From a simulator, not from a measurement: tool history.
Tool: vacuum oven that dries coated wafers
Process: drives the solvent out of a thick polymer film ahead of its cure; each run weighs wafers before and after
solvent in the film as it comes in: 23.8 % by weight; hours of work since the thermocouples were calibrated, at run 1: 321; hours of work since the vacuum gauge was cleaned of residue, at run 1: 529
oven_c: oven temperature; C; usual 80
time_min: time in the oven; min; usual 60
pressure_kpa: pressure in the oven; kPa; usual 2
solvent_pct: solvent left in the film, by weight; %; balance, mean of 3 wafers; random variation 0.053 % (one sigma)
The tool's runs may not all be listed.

run,hour,oven_c,time_min,pressure_kpa,hours of work since the thermocouples were calibrated,hours of work since the vacuum gauge was cleaned of residue,solvent_pct
1,0,80,60,2,321,529,1.92
2,15.2,80,60,2,332,540,1.85
3,26.7,80,60,2,340,548,1.91
4,42.1,80,60,2,351,559,1.81
5,58.3,80,60,2,362,570,1.87
6,78.1,80,60,2,376,584,1.84
7,92.2,71,60,2,386,594,4.02
8,115.8,71,60,2,402,610,4.01
9,132.8,71,60,2,414,622,3.97
10,152.2,71,60,2,428,636,3.98
11,173,80,60,2,442,650,1.86
12,194.6,80,60,2,457,665,1.82
13,217,80,60,2,473,681,1.89
14,230.5,80,60,2,482,691,1.87
15,244.1,70,60,2,492,700,4.26
16,260.5,70,60,2,503,712,4.17
17,276.8,80,60,2.81,515,723,2.08
18,298,80,60,2.81,530,738,2.16
19,322.3,80,60,2.81,547,755,2.16
20,348.3,80,60,6.49,565,773,2.99
21,370.9,80,60,6.49,581,789,2.94
22,393.1,80,60,6.49,596,804,2.96
23,416.4,76,45,1.53,612,821,4.06
24,433.3,80,60,1.8,624,832,1.89
25,448.2,80,60,6.33,635,843,2.92
26,462.8,80,60,3.86,645,853,2.41
27,473.5,80,60,3.86,652,861,2.35
28,490.3,80,38,1.09,664,872,3.89
29,502.5,81,60,3.68,673,881,2.16
30,514.4,68,34,1.63,681,889,8.35
31,534.1,68,34,1.63,695,903,8.39
32,547.8,87,35,6.33,704,913,3.61
33,560.6,72,60,3.99,713,921,4.2
34,571.4,72,60,3.99,721,929,4.3
35,594.7,72,60,3.99,737,945,4.43
36,619.3,79,86,3.99,754,963,1.58
37,645.2,78,63,4.65,772,981,2.72
38,669.3,81,60,2,789,997,1.68
39,692.2,79,47,3.52,805,1013,3.46
40,710.3,79,47,3.52,818,1026,3.55

Forecast each of these 4 alternatives for the next run:
A,732.4,80,31,1.09,834,1042,?
B,732.4,79,47,7.24,834,1042,?
C,732.4,76,98,2.02,834,1042,?
D,732.4,89,69,3.29,834,1042,?

run,solvent_pct
A,5.3
B,4.43
C,1.19
D,0.85
Without the tool's hidden state the same runs would have given:
run,solvent_pct
A,5.26
B,4.39
C,1.17
D,0.84
